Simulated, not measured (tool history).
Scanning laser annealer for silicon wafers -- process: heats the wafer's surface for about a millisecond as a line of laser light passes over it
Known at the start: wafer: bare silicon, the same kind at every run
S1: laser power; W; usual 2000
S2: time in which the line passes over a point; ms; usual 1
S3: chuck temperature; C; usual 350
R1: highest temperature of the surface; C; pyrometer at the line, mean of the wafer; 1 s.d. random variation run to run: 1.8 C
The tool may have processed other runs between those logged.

run 1 hour=0 | S1=2000 S2=1 S3=350 | R1=1044
run 2 hour=23.9 | S1=2000 S2=1 S3=350 | R1=1038
run 3 hour=36.2 | S1=2000 S2=1 S3=350 | R1=1041
run 4 hour=57.2 | S1=2000 S2=1 S3=350 | R1=1039
run 5 hour=78.6 | S1=2000 S2=1 S3=350 | R1=1035
run 6 hour=100.4 | S1=2000 S2=0.81 S3=350 | R1=965
run 7 hour=111.1 | S1=2000 S2=0.79 S3=350 | R1=958
run 8 hour=131.5 | S1=2000 S2=0.79 S3=350 | R1=957
run 9 hour=149 | S1=1828 S2=1 S3=350 | R1=971
run 10 hour=159.4 | S1=1828 S2=0.92 S3=350 | R1=939
run 11 hour=176.8 | S1=1828 S2=0.92 S3=350 | R1=943
run 12 hour=191.3 | S1=1828 S2=0.92 S3=350 | R1=940
run 13 hour=207.1 | S1=1828 S2=0.92 S3=350 | R1=941
run 14 hour=224.4 | S1=2000 S2=0.84 S3=350 | R1=968
run 15 hour=248.4 | S1=2000 S2=0.9 S3=350 | R1=985
-- hour=259.1 window over the wafer cleaned
run 16 hour=271.4 | S1=2000 S2=0.9 S3=350 | R1=1029
run 17 hour=282.8 | S1=2000 S2=1 S3=350 | R1=1067
run 18 hour=298.4 | S1=2000 S2=1 S3=350 | R1=1064
run 19 hour=317.6 | S1=2000 S2=1 S3=354 | R1=1066
run 20 hour=340.6 | S1=2000 S2=1 S3=369 | R1=1079
run 21 hour=358.1 | S1=2000 S2=1 S3=369 | R1=1082
run 22 hour=381.9 | S1=1889 S2=1.09 S3=375 | R1=1075
run 23 hour=394.5 | S1=1889 S2=1.09 S3=375 | R1=1072
run 24 hour=406.9 | S1=2171 S2=1 S3=350 | R1=1121
run 25 hour=420.3 | S1=2171 S2=1 S3=350 | R1=1118
run 26 hour=434.5 | S1=2195 S2=0.77 S3=368 | R1=1048
run 27 hour=445.5 | S1=2195 S2=0.77 S3=368 | R1=1047
run 28 hour=469.4 | S1=2195 S2=1.06 S3=352 | R1=1152
run 29 hour=487.3 | S1=2195 S2=0.81 S3=351 | R1=1047
run 30 hour=499.1 | S1=1950 S2=1.16 S3=339 | R1=1074
run 31 hour=510.2 | S1=2004 S2=1 S3=360 | R1=1060
run 32 hour=520.7 | S1=1739 S2=0.78 S3=350 | R1=878
run 33 hour=531.7 | S1=1739 S2=0.78 S3=350 | R1=877
run 34 hour=548.9 | S1=1739 S2=0.78 S3=325 | R1=854
run 35 hour=569.8 | S1=1739 S2=0.73 S3=342 | R1=848
run 36 hour=589.5 | S1=2035 S2=0.78 S3=334 | R1=950
run 37 hour=608.6 | S1=2000 S2=1.21 S3=350 | R1=1110
run 38 hour=630.5 | S1=2151 S2=1.19 S3=350 | R1=1161
run 39 hour=650 | S1=2000 S2=1 S3=318 | R1=1004
run 40 hour=668.2 | S1=2000 S2=1 S3=318 | R1=1003
run 41 hour=679.1 | S1=2000 S2=1 S3=323 | R1=1011

Here are 4 independent what-if runs from the current tool condition. What would each one return?
run A hour=696.7 | S1=1808 S2=1 S3=346 | R1=?
run B hour=696.7 | S1=2061 S2=1 S3=323 | R1=?
run C hour=696.7 | S1=1980 S2=1.06 S3=317 | R1=?
run D hour=696.7 | S1=1997 S2=1.06 S3=350 | R1=?

run=A R1=963
run=B R1=1029
run=C R1=1014
run=D R1=1053
With the hidden condition removed and each run's random variation left untouched, the same runs would have given:
run=A R1=997
run=B R1=1069
run=C R1=1053
run=D R1=1092
